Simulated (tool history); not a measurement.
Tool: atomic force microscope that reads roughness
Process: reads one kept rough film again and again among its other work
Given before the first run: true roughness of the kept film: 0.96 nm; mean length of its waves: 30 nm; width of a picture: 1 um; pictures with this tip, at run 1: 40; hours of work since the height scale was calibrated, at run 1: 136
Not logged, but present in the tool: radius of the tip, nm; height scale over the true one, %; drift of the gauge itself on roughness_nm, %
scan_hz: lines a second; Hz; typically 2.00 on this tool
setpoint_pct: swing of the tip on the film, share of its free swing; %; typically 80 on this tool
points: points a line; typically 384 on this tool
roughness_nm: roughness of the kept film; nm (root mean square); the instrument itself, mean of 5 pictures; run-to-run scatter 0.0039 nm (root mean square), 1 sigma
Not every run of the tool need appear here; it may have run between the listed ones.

run,hour,scan_hz,setpoint_pct,points,pictures with this tip,hours of work since the height scale was calibrated,roughness_nm
1,0.0,2.00,80,384,40,136,0.802
2,4.1,2.00,80,384,46,139,0.812
3,10.3,2.00,58,384,54,144,0.887
4,16.7,2.00,67,384,63,149,0.856
5,21.4,2.00,67,384,69,152,0.858
6,27.8,2.00,67,384,78,157,0.856
7,35.1,2.00,67,463,87,163,0.862
8,39.0,2.00,67,463,93,166,0.859
# hour 40.8: height scale calibrated on a step standard
9,45.1,2.00,62,463,100,3,0.871
10,49.5,2.00,62,463,106,7,0.872
11,56.7,2.00,62,463,115,12,0.870
12,61.0,2.70,69,399,121,15,0.826
13,65.5,2.70,69,399,127,19,0.820
14,73.0,0.58,83,692,137,25,0.873
15,77.7,3.01,83,864,144,28,0.730
# hour 82.6: height scale calibrated on a step standard, once more
16,83.2,3.01,83,864,150,0,0.732
17,88.8,3.01,83,864,157,5,0.731
18,96.9,3.01,83,864,168,11,0.729
19,102.0,0.79,80,384,175,15,0.864
20,109.8,0.79,80,384,186,21,0.855
21,113.9,1.76,84,384,191,24,0.784
22,122.8,1.52,84,319,203,31,0.802

Same runs, no hidden state in the tool, same run-to-run variation:
run,roughness_nm
1,0.810
2,0.821
3,0.897
4,0.867
5,0.870
6,0.869
7,0.877
8,0.875
9,0.888
10,0.890
11,0.890
12,0.845
13,0.841
14,0.896
15,0.751
16,0.749
17,0.748
18,0.748
19,0.888
20,0.880
21,0.808
22,0.827
